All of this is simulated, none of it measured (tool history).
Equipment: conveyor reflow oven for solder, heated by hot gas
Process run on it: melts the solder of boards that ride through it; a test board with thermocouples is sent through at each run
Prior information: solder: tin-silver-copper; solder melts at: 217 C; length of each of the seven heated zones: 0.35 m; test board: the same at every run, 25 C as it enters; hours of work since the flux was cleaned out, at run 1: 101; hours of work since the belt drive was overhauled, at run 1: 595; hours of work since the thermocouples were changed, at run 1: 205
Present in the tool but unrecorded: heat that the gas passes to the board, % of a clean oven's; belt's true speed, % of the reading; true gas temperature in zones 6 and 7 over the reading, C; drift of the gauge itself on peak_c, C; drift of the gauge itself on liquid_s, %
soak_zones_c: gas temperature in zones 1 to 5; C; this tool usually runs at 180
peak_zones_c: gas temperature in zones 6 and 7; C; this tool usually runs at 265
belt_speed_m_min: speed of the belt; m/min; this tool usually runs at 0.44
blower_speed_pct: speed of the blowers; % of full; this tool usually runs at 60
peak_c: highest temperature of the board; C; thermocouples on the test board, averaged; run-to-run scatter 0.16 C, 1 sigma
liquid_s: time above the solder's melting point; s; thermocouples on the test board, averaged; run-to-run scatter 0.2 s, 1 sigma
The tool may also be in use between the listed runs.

run   hour  soak_zones_c  peak_zones_c  belt_speed_m_min  blower_speed_pct  hours of work since the flux was cleaned out  hours of work since the belt drive was overhauled  hours of work since the thermocouples were changed  peak_c  liquid_s
  1      0           180           265              0.44                60                                           101                                                595                                                 205   248.5      70.1
  2   10.6           180           265              0.44                60                                           109                                                603                                                 212   248.2      69.9
  3     21           180           265              0.44                60                                           116                                                610                                                 220   248.3        70
  4   31.1           180           265              0.44                60                                           124                                                618                                                 227     248      70.1
  5   50.5           180           265              0.44                60                                           138                                                632                                                 241   247.8      70.2
  6   70.2           180           265              0.44                60                                           152                                                646                                                 256   247.8      69.8
  7   88.8           186           265              0.44                60                                           166                                                660                                                 269   249.2      74.2
  8  101.8           186           265              0.44                60                                           175                                                669                                                 279   248.9      73.7
  9    121           180           265              0.44                75                                           189                                                683                                                 293     251      73.6
 10  132.9           180           265              0.44                75                                           198                                                692                                                 302   250.8        74
     148.9  -- flux residue cleaned out of gas plates and filters
 11  156.9           180           265              0.44                75                                             6                                                706                                                 315     250      72.3
 12  175.6           180           265              0.44                60                                            19                                                720                                                 329   246.6      67.5
 13  187.4           180           265              0.44                60                                            28                                                728                                                 338   246.3        67
 14  201.1           180           265              0.44                60                                            38                                                738                                                 348   246.3      66.8
 15  216.5           180           265              0.44                60                                            49                                                749                                                 359   246.1      66.7
     229.7  -- flux residue cleaned out of gas plates and filters, once more
 16  236.6           180           265              0.44                60                                             5                                                760                                                 370     249      71.1
 17  247.3           180           265              0.44                60                                            13                                                768                                                 378   248.7      71.1
 18  256.6           180           265             0.356                60                                            20                                                775                                                 385   254.4      97.2
 19  273.3           167           272             0.482                54                                            32                                                787                                                 397   246.4      54.8
 20  289.5           180           280              0.44                60                                            44                                                799                                                 409   261.6      81.7
 21  307.5           194           267             0.371                69                                            57                                                812                                                 422   258.4       105
     312.6  -- belt drive overhauled, speed set with a stopwatch
 22  323.6           180           265             0.528                60                                            66                                                  8                                                 431   241.6      49.2
 23  334.1           180           265             0.528                60                                            73                                                 16                                                 438   241.4      48.9
 24  343.7           173           279              0.44                62                                            80                                                 23                                                 445   259.3      75.7
 25  356.4           173           275             0.371                57                                            90                                                 32                                                 455     260      92.1
 26  364.9           195           266             0.376                69                                            96                                                 38                                                 461   256.8     101.7
 27  380.9           180           266             0.376                87                                           107                                                 50                                                 472   257.5      94.6
 28  398.2           181           264             0.469                87                                           120                                                 62                                                 485   250.3      69.2
 29  411.2           184           265              0.44                59                                           130                                                 72                                                 495   247.9      71.4
 30  430.2           184           265              0.44                59                                           143                                                 86                                                 508     248      71.2

The same runs without the tool's hidden state, with the same run-to-run variation:
run  peak_c  liquid_s
  1     249      70.4
  2   248.8      70.4
  3     249      70.5
  4   248.8      70.7
  5   248.7        71
  6   248.8      70.7
  7   250.2      75.1
  8   250.1      74.7
  9   252.5      74.8
 10   252.3      75.3
 11   252.6      75.1
 12   249.1      70.8
 13     249      70.3
 14     249      70.3
 15     249      70.3
 16     249      70.6
 17   248.8      70.7
 18   254.6      96.6
 19   246.7      54.7
 20   262.1      81.3
 21   258.8     104.4
 22   242.6      50.7
 23   242.5      50.5
 24   260.5      76.8
 25     261      93.2
 26   257.7     102.5
 27   258.6      95.8
 28   251.8      70.9
 29   249.3      73.2
 30   249.5      73.2
